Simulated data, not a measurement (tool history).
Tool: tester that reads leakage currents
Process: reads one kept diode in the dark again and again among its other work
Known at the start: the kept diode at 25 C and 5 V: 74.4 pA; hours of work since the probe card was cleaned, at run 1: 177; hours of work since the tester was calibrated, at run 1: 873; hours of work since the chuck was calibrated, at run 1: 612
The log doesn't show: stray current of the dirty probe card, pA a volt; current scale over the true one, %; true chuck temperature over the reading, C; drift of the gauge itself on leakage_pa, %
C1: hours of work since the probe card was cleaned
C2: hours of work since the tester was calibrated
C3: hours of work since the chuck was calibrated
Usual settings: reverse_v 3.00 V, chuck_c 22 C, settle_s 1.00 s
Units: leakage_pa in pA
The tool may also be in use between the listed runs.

run 1 day=0.000 | reverse_v=3.00 chuck_c=22 settle_s=1.00 | C1=177 C2=873 C3=612 | leakage_pa=53.18
run 2 day=2.567 | reverse_v=18.20 chuck_c=22 settle_s=1.00 | C1=226 C2=921 C3=661 | leakage_pa=96.13
run 3 day=4.225 | reverse_v=18.20 chuck_c=22 settle_s=1.00 | C1=257 C2=953 C3=692 | leakage_pa=96.80
run 4 day=6.225 | reverse_v=18.20 chuck_c=22 settle_s=1.00 | C1=295 C2=991 C3=730 | leakage_pa=98.36
run 5 day=7.621 | reverse_v=18.20 chuck_c=22 settle_s=1.00 | C1=322 C2=1017 C3=757 | leakage_pa=98.50
run 6 day=9.904 | reverse_v=18.20 chuck_c=22 settle_s=1.00 | C1=365 C2=1060 C3=800 | leakage_pa=99.79
run 7 day=11.508 | reverse_v=18.20 chuck_c=22 settle_s=1.00 | C1=395 C2=1091 C3=830 | leakage_pa=100.30
run 8 day=14.146 | reverse_v=4.83 chuck_c=24 settle_s=1.00 | C1=445 C2=1141 C3=880 | leakage_pa=76.87
run 9 day=16.858 | reverse_v=3.00 chuck_c=55 settle_s=9.61 | C1=497 C2=1192 C3=932 | leakage_pa=831.24
run 10 day=18.554 | reverse_v=3.00 chuck_c=55 settle_s=9.61 | C1=529 C2=1224 C3=964 | leakage_pa=839.04
-- day=18.858 tester calibrated
run 11 day=20.746 | reverse_v=3.00 chuck_c=55 settle_s=9.61 | C1=569 C2=36 C3=1004 | leakage_pa=833.52
run 12 day=22.912 | reverse_v=3.01 chuck_c=56 settle_s=4.19 | C1=610 C2=77 C3=1045 | leakage_pa=902.84
run 13 day=24.667 | reverse_v=3.01 chuck_c=40 settle_s=2.69 | C1=643 C2=110 C3=1078 | leakage_pa=265.07
-- day=25.417 tester calibrated, once more
run 14 day=27.204 | reverse_v=2.28 chuck_c=52 settle_s=0.63 | C1=690 C2=34 C3=1125 | leakage_pa=632.22

Measured less the same run without the tool's hidden state. The same run-to-run variation is in both; the gauge's scatter may not be:
run=1 leakage_pa=+4.30
run=2 leakage_pa=+10.24
run=3 leakage_pa=+11.01
run=4 leakage_pa=+12.05
run=5 leakage_pa=+12.68
run=6 leakage_pa=+13.84
run=7 leakage_pa=+14.52
run=8 leakage_pa=+9.73
run=9 leakage_pa=+81.43
run=10 leakage_pa=+84.99
run=11 leakage_pa=+84.05
run=12 leakage_pa=+94.55
run=13 leakage_pa=+32.47
run=14 leakage_pa=+82.08
